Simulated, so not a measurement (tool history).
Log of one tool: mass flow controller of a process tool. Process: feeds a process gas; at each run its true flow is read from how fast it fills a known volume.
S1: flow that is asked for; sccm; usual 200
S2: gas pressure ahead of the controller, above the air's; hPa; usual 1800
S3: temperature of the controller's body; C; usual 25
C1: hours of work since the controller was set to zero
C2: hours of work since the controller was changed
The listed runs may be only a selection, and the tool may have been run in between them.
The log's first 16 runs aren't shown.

run 17 hour=4184.0 | S1=59 S2=2040 S3=25 | C1=1375 C2=5555 | true_flow_(%)=98.89
-- hour=4406.0 controller exchanged for a calibrated one
run 18 hour=4542.7 | S1=59 S2=2040 S3=25 | C1=105 C2=105 | true_flow_(%)=99.88
run 19 hour=4707.4 | S1=59 S2=2040 S3=27 | C1=232 C2=232 | true_flow_(%)=100.22
run 20 hour=4891.0 | S1=200 S2=1800 S3=21 | C1=374 C2=374 | true_flow_(%)=99.53
run 21 hour=5043.8 | S1=200 S2=2190 S3=25 | C1=492 C2=492 | true_flow_(%)=99.87
run 22 hour=5354.9 | S1=200 S2=2190 S3=25 | C1=731 C2=731 | true_flow_(%)=99.95
run 23 hour=5552.3 | S1=200 S2=1800 S3=29 | C1=883 C2=883 | true_flow_(%)=99.86
run 24 hour=5884.0 | S1=200 S2=1800 S3=29 | C1=1139 C2=1139 | true_flow_(%)=99.76
run 25 hour=6096.9 | S1=200 S2=2460 S3=29 | C1=1303 C2=1303 | true_flow_(%)=100.04
run 26 hour=6444.2 | S1=218 S2=2460 S3=28 | C1=1571 C2=1571 | true_flow_(%)=100.00
run 27 hour=6616.7 | S1=218 S2=2460 S3=28 | C1=1704 C2=1704 | true_flow_(%)=100.12
run 28 hour=6812.2 | S1=94 S2=1410 S3=39 | C1=1854 C2=1854 | true_flow_(%)=101.64
run 29 hour=7110.3 | S1=101 S2=1800 S3=25 | C1=2084 C2=2084 | true_flow_(%)=101.00
run 30 hour=7289.0 | S1=101 S2=1800 S3=25 | C1=2222 C2=2222 | true_flow_(%)=101.15
run 31 hour=7449.5 | S1=200 S2=1640 S3=24 | C1=2345 C2=2345 | true_flow_(%)=99.49
run 32 hour=7795.3 | S1=200 S2=1640 S3=24 | C1=2612 C2=2612 | true_flow_(%)=99.35
run 33 hour=7945.1 | S1=81 S2=2280 S3=24 | C1=2727 C2=2727 | true_flow_(%)=102.64
run 34 hour=8176.2 | S1=81 S2=2280 S3=24 | C1=2905 C2=2905 | true_flow_(%)=102.79
run 35 hour=8379.2 | S1=81 S2=2280 S3=24 | C1=3062 C2=3062 | true_flow_(%)=103.00

Run 36, settings as shown, results not yet in. Your forecast:
run 36 hour=8612.2 | S1=81 S2=2280 S3=24 | C1=3241 C2=3241 | true_flow_(%)=?

true flow (%): 103.11
If the tool had no hidden condition, the same run with the same run-to-run variation would have returned true flow (%) 99.63.
